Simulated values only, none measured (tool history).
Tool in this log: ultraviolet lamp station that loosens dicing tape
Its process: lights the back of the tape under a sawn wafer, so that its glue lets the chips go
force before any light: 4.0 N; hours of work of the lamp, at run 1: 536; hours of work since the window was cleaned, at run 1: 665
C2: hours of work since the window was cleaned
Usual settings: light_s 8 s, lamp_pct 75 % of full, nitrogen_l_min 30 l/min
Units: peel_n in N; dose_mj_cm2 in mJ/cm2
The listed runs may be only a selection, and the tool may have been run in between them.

run 1 hour=0.0 | light_s=8 lamp_pct=75 nitrogen_l_min=30 | hours_of_work_of_the_lamp=536 C2=665 | peel_n=0.468 dose_mj_cm2=203
run 2 hour=39.3 | light_s=8 lamp_pct=75 nitrogen_l_min=23 | hours_of_work_of_the_lamp=553 C2=682 | peel_n=0.594 dose_mj_cm2=208
-- hour=52.1 window cleaned of glue's vapour
run 3 hour=65.4 | light_s=8 lamp_pct=88 nitrogen_l_min=23 | hours_of_work_of_the_lamp=564 C2=6 | peel_n=0.426 dose_mj_cm2=237
run 4 hour=101.8 | light_s=8 lamp_pct=88 nitrogen_l_min=23 | hours_of_work_of_the_lamp=580 C2=22 | peel_n=0.413 dose_mj_cm2=240
run 5 hour=135.3 | light_s=8 lamp_pct=88 nitrogen_l_min=49 | hours_of_work_of_the_lamp=594 C2=36 | peel_n=0.235 dose_mj_cm2=245
run 6 hour=165.0 | light_s=8 lamp_pct=88 nitrogen_l_min=49 | hours_of_work_of_the_lamp=607 C2=49 | peel_n=0.230 dose_mj_cm2=242
run 7 hour=195.0 | light_s=8 lamp_pct=79 nitrogen_l_min=30 | hours_of_work_of_the_lamp=620 C2=62 | peel_n=0.439 dose_mj_cm2=211
run 8 hour=215.6 | light_s=8 lamp_pct=79 nitrogen_l_min=30 | hours_of_work_of_the_lamp=629 C2=71 | peel_n=0.439 dose_mj_cm2=219
run 9 hour=242.6 | light_s=8 lamp_pct=75 nitrogen_l_min=30 | hours_of_work_of_the_lamp=641 C2=83 | peel_n=0.476 dose_mj_cm2=203
run 10 hour=279.9 | light_s=8 lamp_pct=75 nitrogen_l_min=30 | hours_of_work_of_the_lamp=657 C2=99 | peel_n=0.478 dose_mj_cm2=206
run 11 hour=319.5 | light_s=8 lamp_pct=75 nitrogen_l_min=30 | hours_of_work_of_the_lamp=674 C2=116 | peel_n=0.478 dose_mj_cm2=205
run 12 hour=352.9 | light_s=8 lamp_pct=75 nitrogen_l_min=30 | hours_of_work_of_the_lamp=689 C2=131 | peel_n=0.470 dose_mj_cm2=207
run 13 hour=387.6 | light_s=8 lamp_pct=75 nitrogen_l_min=30 | hours_of_work_of_the_lamp=704 C2=146 | peel_n=0.472 dose_mj_cm2=208
run 14 hour=430.8 | light_s=8 lamp_pct=75 nitrogen_l_min=30 | hours_of_work_of_the_lamp=723 C2=164 | peel_n=0.478 dose_mj_cm2=203
run 15 hour=460.7 | light_s=8 lamp_pct=75 nitrogen_l_min=20 | hours_of_work_of_the_lamp=736 C2=177 | peel_n=0.654 dose_mj_cm2=202
run 16 hour=500.7 | light_s=8 lamp_pct=63 nitrogen_l_min=30 | hours_of_work_of_the_lamp=753 C2=195 | peel_n=0.668 dose_mj_cm2=170
run 17 hour=538.7 | light_s=6 lamp_pct=61 nitrogen_l_min=53 | hours_of_work_of_the_lamp=769 C2=211 | peel_n=0.815 dose_mj_cm2=125
run 18 hour=560.3 | light_s=9 lamp_pct=61 nitrogen_l_min=53 | hours_of_work_of_the_lamp=779 C2=221 | peel_n=0.398 dose_mj_cm2=187
run 19 hour=603.1 | light_s=9 lamp_pct=61 nitrogen_l_min=53 | hours_of_work_of_the_lamp=797 C2=239 | peel_n=0.381 dose_mj_cm2=187
run 20 hour=636.3 | light_s=9 lamp_pct=61 nitrogen_l_min=53 | hours_of_work_of_the_lamp=812 C2=254 | peel_n=0.395 dose_mj_cm2=181
-- hour=649.6 lamp changed
run 21 hour=679.6 | light_s=11 lamp_pct=69 nitrogen_l_min=17 | hours_of_work_of_the_lamp=13 C2=272 | peel_n=0.433 dose_mj_cm2=262
run 22 hour=719.1 | light_s=11 lamp_pct=69 nitrogen_l_min=17 | hours_of_work_of_the_lamp=30 C2=289 | peel_n=0.451 dose_mj_cm2=261
run 23 hour=752.8 | light_s=9 lamp_pct=96 nitrogen_l_min=30 | hours_of_work_of_the_lamp=45 C2=304 | peel_n=0.208 dose_mj_cm2=300
run 24 hour=789.7 | light_s=7 lamp_pct=95 nitrogen_l_min=25 | hours_of_work_of_the_lamp=61 C2=320 | peel_n=0.427 dose_mj_cm2=226
run 25 hour=813.4 | light_s=16 lamp_pct=64 nitrogen_l_min=20 | hours_of_work_of_the_lamp=71 C2=330 | peel_n=0.221 dose_mj_cm2=354
run 26 hour=836.4 | light_s=16 lamp_pct=64 nitrogen_l_min=21 | hours_of_work_of_the_lamp=81 C2=340 | peel_n=0.201 dose_mj_cm2=357
run 27 hour=863.4 | light_s=4 lamp_pct=64 nitrogen_l_min=21 | hours_of_work_of_the_lamp=93 C2=352 | peel_n=1.813 dose_mj_cm2=90
run 28 hour=888.6 | light_s=4 lamp_pct=61 nitrogen_l_min=29 | hours_of_work_of_the_lamp=104 C2=363 | peel_n=1.676 dose_mj_cm2=82
run 29 hour=909.4 | light_s=15 lamp_pct=78 nitrogen_l_min=32 | hours_of_work_of_the_lamp=113 C2=372 | peel_n=0.116 dose_mj_cm2=403
run 30 hour=928.0 | light_s=10 lamp_pct=75 nitrogen_l_min=12 | hours_of_work_of_the_lamp=121 C2=380 | peel_n=0.619 dose_mj_cm2=258
run 31 hour=948.9 | light_s=10 lamp_pct=75 nitrogen_l_min=12 | hours_of_work_of_the_lamp=130 C2=389 | peel_n=0.599 dose_mj_cm2=256
run 32 hour=980.6 | light_s=14 lamp_pct=75 nitrogen_l_min=46 | hours_of_work_of_the_lamp=144 C2=403 | peel_n=0.103 dose_mj_cm2=360

Alternative continuations, all from the tool just after run 32; predict every row:
run A hour=1010.1 | light_s=9 lamp_pct=76 nitrogen_l_min=11 | hours_of_work_of_the_lamp=156 C2=415 | peel_n=? dose_mj_cm2=?
run B hour=1010.1 | light_s=14 lamp_pct=75 nitrogen_l_min=16 | hours_of_work_of_the_lamp=156 C2=415 | peel_n=? dose_mj_cm2=?
run C hour=1010.1 | light_s=5 lamp_pct=85 nitrogen_l_min=29 | hours_of_work_of_the_lamp=156 C2=415 | peel_n=? dose_mj_cm2=?

run=A peel_n=0.742 dose_mj_cm2=234
run=B peel_n=0.257 dose_mj_cm2=358
run=C peel_n=0.887 dose_mj_cm2=146
With no hidden state in the tool, these same runs would have given:
run=A peel_n=0.740 dose_mj_cm2=234
run=B peel_n=0.256 dose_mj_cm2=359
run=C peel_n=0.885 dose_mj_cm2=146
